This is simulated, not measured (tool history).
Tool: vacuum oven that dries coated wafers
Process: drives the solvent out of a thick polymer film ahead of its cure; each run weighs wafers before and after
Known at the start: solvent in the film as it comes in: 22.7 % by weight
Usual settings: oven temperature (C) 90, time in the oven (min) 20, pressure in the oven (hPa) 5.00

run 1 day=0.000 | oven_temperature_(C)=90 time_in_the_oven_(min)=20 pressure_in_the_oven_(hPa)=5.00 | solvent_left_in_the_film_(%)=4.63
run 2 day=0.838 | oven_temperature_(C)=90 time_in_the_oven_(min)=20 pressure_in_the_oven_(hPa)=5.00 | solvent_left_in_the_film_(%)=4.55
run 3 day=1.758 | oven_temperature_(C)=90 time_in_the_oven_(min)=20 pressure_in_the_oven_(hPa)=5.00 | solvent_left_in_the_film_(%)=4.58
run 4 day=2.908 | oven_temperature_(C)=90 time_in_the_oven_(min)=20 pressure_in_the_oven_(hPa)=7.71 | solvent_left_in_the_film_(%)=4.68
run 5 day=4.217 | oven_temperature_(C)=90 time_in_the_oven_(min)=20 pressure_in_the_oven_(hPa)=7.71 | solvent_left_in_the_film_(%)=4.75
run 6 day=5.408 | oven_temperature_(C)=90 time_in_the_oven_(min)=20 pressure_in_the_oven_(hPa)=7.71 | solvent_left_in_the_film_(%)=4.90
run 7 day=6.208 | oven_temperature_(C)=90 time_in_the_oven_(min)=12 pressure_in_the_oven_(hPa)=5.00 | solvent_left_in_the_film_(%)=7.82
run 8 day=7.054 | oven_temperature_(C)=90 time_in_the_oven_(min)=20 pressure_in_the_oven_(hPa)=5.00 | solvent_left_in_the_film_(%)=4.58
run 9 day=7.688 | oven_temperature_(C)=90 time_in_the_oven_(min)=20 pressure_in_the_oven_(hPa)=5.00 | solvent_left_in_the_film_(%)=4.57
run 10 day=8.925 | oven_temperature_(C)=90 time_in_the_oven_(min)=20 pressure_in_the_oven_(hPa)=5.00 | solvent_left_in_the_film_(%)=4.58
run 11 day=10.354 | oven_temperature_(C)=90 time_in_the_oven_(min)=20 pressure_in_the_oven_(hPa)=5.00 | solvent_left_in_the_film_(%)=4.62
run 12 day=11.696 | oven_temperature_(C)=90 time_in_the_oven_(min)=20 pressure_in_the_oven_(hPa)=2.70 | solvent_left_in_the_film_(%)=4.50
run 13 day=12.550 | oven_temperature_(C)=90 time_in_the_oven_(min)=13 pressure_in_the_oven_(hPa)=2.70 | solvent_left_in_the_film_(%)=7.23
run 14 day=13.529 | oven_temperature_(C)=90 time_in_the_oven_(min)=13 pressure_in_the_oven_(hPa)=2.70 | solvent_left_in_the_film_(%)=7.23
run 15 day=14.750 | oven_temperature_(C)=81 time_in_the_oven_(min)=13 pressure_in_the_oven_(hPa)=2.70 | solvent_left_in_the_film_(%)=11.14
run 16 day=15.421 | oven_temperature_(C)=76 time_in_the_oven_(min)=20 pressure_in_the_oven_(hPa)=5.00 | solvent_left_in_the_film_(%)=10.94
run 17 day=16.288 | oven_temperature_(C)=90 time_in_the_oven_(min)=20 pressure_in_the_oven_(hPa)=5.00 | solvent_left_in_the_film_(%)=4.66
run 18 day=17.129 | oven_temperature_(C)=90 time_in_the_oven_(min)=20 pressure_in_the_oven_(hPa)=5.00 | solvent_left_in_the_film_(%)=4.66
run 19 day=18.162 | oven_temperature_(C)=78 time_in_the_oven_(min)=20 pressure_in_the_oven_(hPa)=5.00 | solvent_left_in_the_film_(%)=10.05
run 20 day=18.942 | oven_temperature_(C)=78 time_in_the_oven_(min)=20 pressure_in_the_oven_(hPa)=5.00 | solvent_left_in_the_film_(%)=10.29
run 21 day=19.717 | oven_temperature_(C)=78 time_in_the_oven_(min)=20 pressure_in_the_oven_(hPa)=5.00 | solvent_left_in_the_film_(%)=10.26
run 22 day=20.667 | oven_temperature_(C)=78 time_in_the_oven_(min)=20 pressure_in_the_oven_(hPa)=14.84 | solvent_left_in_the_film_(%)=11.21
run 23 day=21.792 | oven_temperature_(C)=78 time_in_the_oven_(min)=20 pressure_in_the_oven_(hPa)=14.84 | solvent_left_in_the_film_(%)=11.24
run 24 day=23.075 | oven_temperature_(C)=85 time_in_the_oven_(min)=34 pressure_in_the_oven_(hPa)=18.50 | solvent_left_in_the_film_(%)=5.42
run 25 day=23.808 | oven_temperature_(C)=85 time_in_the_oven_(min)=34 pressure_in_the_oven_(hPa)=18.50 | solvent_left_in_the_film_(%)=5.37
run 26 day=24.733 | oven_temperature_(C)=85 time_in_the_oven_(min)=34 pressure_in_the_oven_(hPa)=18.50 | solvent_left_in_the_film_(%)=5.34
run 27 day=25.538 | oven_temperature_(C)=85 time_in_the_oven_(min)=34 pressure_in_the_oven_(hPa)=18.50 | solvent_left_in_the_film_(%)=5.38
run 28 day=26.696 | oven_temperature_(C)=99 time_in_the_oven_(min)=34 pressure_in_the_oven_(hPa)=18.50 | solvent_left_in_the_film_(%)=1.85
run 29 day=28.092 | oven_temperature_(C)=99 time_in_the_oven_(min)=12 pressure_in_the_oven_(hPa)=4.32 | solvent_left_in_the_film_(%)=4.09
run 30 day=29.146 | oven_temperature_(C)=99 time_in_the_oven_(min)=12 pressure_in_the_oven_(hPa)=4.32 | solvent_left_in_the_film_(%)=4.12
run 31 day=29.912 | oven_temperature_(C)=98 time_in_the_oven_(min)=13 pressure_in_the_oven_(hPa)=4.50 | solvent_left_in_the_film_(%)=4.12
-- day=30.196 oven's thermocouples calibrated
run 32 day=31.467 | oven_temperature_(C)=101 time_in_the_oven_(min)=12 pressure_in_the_oven_(hPa)=5.00 | solvent_left_in_the_film_(%)=2.95
run 33 day=32.112 | oven_temperature_(C)=101 time_in_the_oven_(min)=12 pressure_in_the_oven_(hPa)=5.00 | solvent_left_in_the_film_(%)=2.96
run 34 day=33.579 | oven_temperature_(C)=90 time_in_the_oven_(min)=12 pressure_in_the_oven_(hPa)=5.00 | solvent_left_in_the_film_(%)=7.34
run 35 day=34.375 | oven_temperature_(C)=85 time_in_the_oven_(min)=26 pressure_in_the_oven_(hPa)=12.40 | solvent_left_in_the_film_(%)=5.42
run 36 day=35.029 | oven_temperature_(C)=85 time_in_the_oven_(min)=26 pressure_in_the_oven_(hPa)=12.40 | solvent_left_in_the_film_(%)=5.48
run 37 day=35.996 | oven_temperature_(C)=90 time_in_the_oven_(min)=20 pressure_in_the_oven_(hPa)=6.25 | solvent_left_in_the_film_(%)=4.33
run 38 day=37.329 | oven_temperature_(C)=80 time_in_the_oven_(min)=17 pressure_in_the_oven_(hPa)=11.04 | solvent_left_in_the_film_(%)=10.22
run 39 day=38.154 | oven_temperature_(C)=80 time_in_the_oven_(min)=17 pressure_in_the_oven_(hPa)=11.04 | solvent_left_in_the_film_(%)=10.27
run 40 day=39.538 | oven_temperature_(C)=80 time_in_the_oven_(min)=17 pressure_in_the_oven_(hPa)=11.04 | solvent_left_in_the_film_(%)=10.16
run 41 day=41.058 | oven_temperature_(C)=80 time_in_the_oven_(min)=17 pressure_in_the_oven_(hPa)=11.04 | solvent_left_in_the_film_(%)=10.44
run 42 day=42.458 | oven_temperature_(C)=80 time_in_the_oven_(min)=17 pressure_in_the_oven_(hPa)=11.04 | solvent_left_in_the_film_(%)=10.24
run 43 day=43.196 | oven_temperature_(C)=80 time_in_the_oven_(min)=17 pressure_in_the_oven_(hPa)=10.38 | solvent_left_in_the_film_(%)=10.28
run 44 day=43.854 | oven_temperature_(C)=97 time_in_the_oven_(min)=20 pressure_in_the_oven_(hPa)=9.39 | solvent_left_in_the_film_(%)=2.42
run 45 day=45.071 | oven_temperature_(C)=80 time_in_the_oven_(min)=28 pressure_in_the_oven_(hPa)=8.18 | solvent_left_in_the_film_(%)=7.07

3 ways to go on from here, each from the tool as it stands after run 45. What would each give?
run A day=46.479 | oven_temperature_(C)=90 time_in_the_oven_(min)=20 pressure_in_the_oven_(hPa)=10.19 | solvent_left_in_the_film_(%)=?
run B day=46.479 | oven_temperature_(C)=90 time_in_the_oven_(min)=12 pressure_in_the_oven_(hPa)=5.00 | solvent_left_in_the_film_(%)=?
run C day=46.479 | oven_temperature_(C)=93 time_in_the_oven_(min)=14 pressure_in_the_oven_(hPa)=11.92 | solvent_left_in_the_film_(%)=?

run=A solvent_left_in_the_film_(%)=4.71
run=B solvent_left_in_the_film_(%)=7.41
run=C solvent_left_in_the_film_(%)=5.74
Without the tool's hidden state the same runs would have given:
run=A solvent_left_in_the_film_(%)=4.28
run=B solvent_left_in_the_film_(%)=7.05
run=C solvent_left_in_the_film_(%)=5.37
